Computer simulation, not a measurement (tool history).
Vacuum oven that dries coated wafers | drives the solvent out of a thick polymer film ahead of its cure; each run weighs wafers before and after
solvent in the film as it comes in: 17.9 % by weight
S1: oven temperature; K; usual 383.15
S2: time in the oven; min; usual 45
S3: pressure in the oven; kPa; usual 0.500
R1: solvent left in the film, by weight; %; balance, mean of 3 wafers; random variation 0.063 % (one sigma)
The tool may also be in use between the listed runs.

run	hour	S1	S2	S3	R1
1	0.0	383.15	45	0.500	3.44
2	69.0	383.15	45	0.500	3.32
3	162.4	383.15	45	0.500	3.42
4	235.8	383.15	45	0.702	3.51
5	315.4	383.15	45	0.500	3.28
6	397.4	383.15	45	0.500	3.28
7	454.6	383.15	45	0.500	3.25
# hour 510.3: oven's thermocouples calibrated
8	517.0	383.15	45	0.500	4.05
9	587.5	383.15	45	0.500	4.11
10	686.4	383.15	45	0.500	4.21
11	758.2	383.15	45	0.500	3.91
12	841.6	383.15	45	0.500	4.08
13	899.1	383.15	45	0.500	4.06
14	1019.4	383.15	45	0.500	3.94
15	1135.1	383.15	55	0.500	3.04
16	1217.5	383.15	55	0.500	3.03
17	1330.5	383.15	23	0.500	7.45
18	1441.3	383.15	45	0.500	3.80
19	1534.2	383.15	45	0.500	3.78
20	1611.7	383.15	45	0.500	3.79
21	1729.4	383.15	45	0.804	3.91
22	1815.6	383.15	45	0.804	3.92
23	1913.1	378.15	27	1.264	7.86
24	2035.5	378.15	27	1.264	7.75
25	2118.8	378.15	27	1.264	7.68
26	2193.4	378.15	27	1.264	7.87
27	2260.7	394.15	26	0.865	3.49
28	2361.8	379.15	41	0.531	5.19
29	2453.4	383.15	43	0.368	3.64
30	2530.9	383.15	77	0.494	1.69
31	2629.4	383.15	77	0.494	1.69
32	2730.4	383.15	77	0.494	1.59
# hour 2789.9: vacuum gauge cleaned of residue and calibrated
33	2846.4	390.15	77	1.251	0.77
# hour 2874.1: oven's thermocouples calibrated
34	2943.8	390.15	77	1.251	1.04

5 ways to go on from here, each from the tool as it stands after run 34. What would each give?
A	3024.6	390.15	77	1.342	?
B	3024.6	391.15	67	0.843	?
C	3024.6	384.15	35	0.754	?
D	3024.6	393.15	45	0.616	?
E	3024.6	371.15	53	1.536	?

run	R1
A	1.13
B	1.09
C	4.96
D	1.68
E	7.30
Without the tool's hidden state the same runs would have given:
run	R1
A	1.11
B	1.06
C	4.93
D	1.65
E	7.26
